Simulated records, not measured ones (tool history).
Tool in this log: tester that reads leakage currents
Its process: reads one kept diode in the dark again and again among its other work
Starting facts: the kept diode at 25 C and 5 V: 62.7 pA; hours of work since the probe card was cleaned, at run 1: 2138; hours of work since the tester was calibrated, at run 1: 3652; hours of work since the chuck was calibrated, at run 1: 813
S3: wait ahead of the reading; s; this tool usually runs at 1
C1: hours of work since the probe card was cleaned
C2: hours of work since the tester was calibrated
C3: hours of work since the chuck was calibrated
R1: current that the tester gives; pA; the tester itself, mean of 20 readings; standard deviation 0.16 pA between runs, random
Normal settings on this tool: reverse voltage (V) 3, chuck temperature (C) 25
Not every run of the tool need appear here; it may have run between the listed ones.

{"run": 1, "day": 0.0, "reverse voltage (V)": 3, "chuck temperature (C)": 25, "S3": 1, "C1": 2138, "C2": 3652, "C3": 813, "R1": 56.53}
{"run": 2, "day": 4.517, "reverse voltage (V)": 3, "chuck temperature (C)": 25, "S3": 1, "C1": 2221, "C2": 3735, "C3": 897, "R1": 56.96}
{"run": 3, "day": 7.129, "reverse voltage (V)": 3, "chuck temperature (C)": 25, "S3": 1, "C1": 2269, "C2": 3783, "C3": 945, "R1": 57.45}
{"run": 4, "day": 11.371, "reverse voltage (V)": 3, "chuck temperature (C)": 25, "S3": 1, "C1": 2347, "C2": 3861, "C3": 1023, "R1": 57.93}
{"run": 5, "day": 16.35, "reverse voltage (V)": 3, "chuck temperature (C)": 25, "S3": 1, "C1": 2439, "C2": 3953, "C3": 1114, "R1": 58.72}
{"run": 6, "day": 20.679, "reverse voltage (V)": 3, "chuck temperature (C)": 20, "S3": 1, "C1": 2519, "C2": 4032, "C3": 1194, "R1": 42.02}
{"day": 21.358, "done": "chuck's temperature calibrated"}
{"run": 7, "day": 23.954, "reverse voltage (V)": 3, "chuck temperature (C)": 20, "S3": 1, "C1": 2577, "C2": 4091, "C3": 48, "R1": 38.43}
{"run": 8, "day": 27.896, "reverse voltage (V)": 3, "chuck temperature (C)": 31, "S3": 1, "C1": 2650, "C2": 4164, "C3": 120, "R1": 82.7}
{"run": 9, "day": 32.396, "reverse voltage (V)": 3, "chuck temperature (C)": 31, "S3": 3.4, "C1": 2733, "C2": 4246, "C3": 203, "R1": 82.67}
{"run": 10, "day": 37.588, "reverse voltage (V)": 1.18, "chuck temperature (C)": 25, "S3": 1, "C1": 2828, "C2": 4342, "C3": 299, "R1": 33.96}
{"run": 11, "day": 40.617, "reverse voltage (V)": 1.18, "chuck temperature (C)": 25, "S3": 1, "C1": 2884, "C2": 4398, "C3": 354, "R1": 34.16}
{"run": 12, "day": 44.796, "reverse voltage (V)": 1.18, "chuck temperature (C)": 25, "S3": 1, "C1": 2961, "C2": 4475, "C3": 431, "R1": 34.64}
{"run": 13, "day": 50.092, "reverse voltage (V)": 1.18, "chuck temperature (C)": 25, "S3": 1, "C1": 3058, "C2": 4572, "C3": 529, "R1": 34.8}
{"run": 14, "day": 53.721, "reverse voltage (V)": 1.18, "chuck temperature (C)": 25, "S3": 1, "C1": 3125, "C2": 4639, "C3": 596, "R1": 35.31}
{"run": 15, "day": 57.004, "reverse voltage (V)": 1.18, "chuck temperature (C)": 25, "S3": 1, "C1": 3186, "C2": 4699, "C3": 656, "R1": 35.44}
{"run": 16, "day": 60.088, "reverse voltage (V)": 1.18, "chuck temperature (C)": 25, "S3": 1, "C1": 3242, "C2": 4756, "C3": 713, "R1": 35.58}
{"run": 17, "day": 65.879, "reverse voltage (V)": 11.57, "chuck temperature (C)": 51, "S3": 7.01, "C1": 3349, "C2": 4863, "C3": 819, "R1": 635.42}
{"run": 18, "day": 69.825, "reverse voltage (V)": 11.57, "chuck temperature (C)": 58, "S3": 3.04, "C1": 3422, "C2": 4935, "C3": 892, "R1": 985.08}
{"run": 19, "day": 73.738, "reverse voltage (V)": 1.78, "chuck temperature (C)": 35, "S3": 0.36, "C1": 3494, "C2": 5007, "C3": 964, "R1": 90.9}
{"run": 20, "day": 77.142, "reverse voltage (V)": 9.86, "chuck temperature (C)": 25, "S3": 1, "C1": 3556, "C2": 5070, "C3": 1027, "R1": 117.43}
{"run": 21, "day": 79.796, "reverse voltage (V)": 1.63, "chuck temperature (C)": 44, "S3": 6.59, "C1": 3605, "C2": 5119, "C3": 1076, "R1": 158.18}

Predict each of these 4 candidate next runs independently; none follows another, all start after run 21:
{"run": "A", "day": 84.667, "reverse voltage (V)": 13.51, "chuck temperature (C)": 44, "S3": 0.54, "C1": 3695, "C2": 5209, "C3": 1165, "R1": "?"}
{"run": "B", "day": 84.667, "reverse voltage (V)": 15.89, "chuck temperature (C)": 25, "S3": 1.52, "C1": 3695, "C2": 5209, "C3": 1165, "R1": "?"}
{"run": "C", "day": 84.667, "reverse voltage (V)": 4.88, "chuck temperature (C)": 26, "S3": 0.47, "C1": 3695, "C2": 5209, "C3": 1165, "R1": "?"}
{"run": "D", "day": 84.667, "reverse voltage (V)": 1.19, "chuck temperature (C)": 25, "S3": 1, "C1": 3695, "C2": 5209, "C3": 1165, "R1": "?"}

run=A R1=469.83
run=B R1=157.86
run=C R1=87.25
run=D R1=37.19
With the hidden condition removed and each run's random variation left untouched, the same runs would have given:
run=A R1=408.63
run=B R1=113.85
run=C R1=70.7
run=D R1=31.71
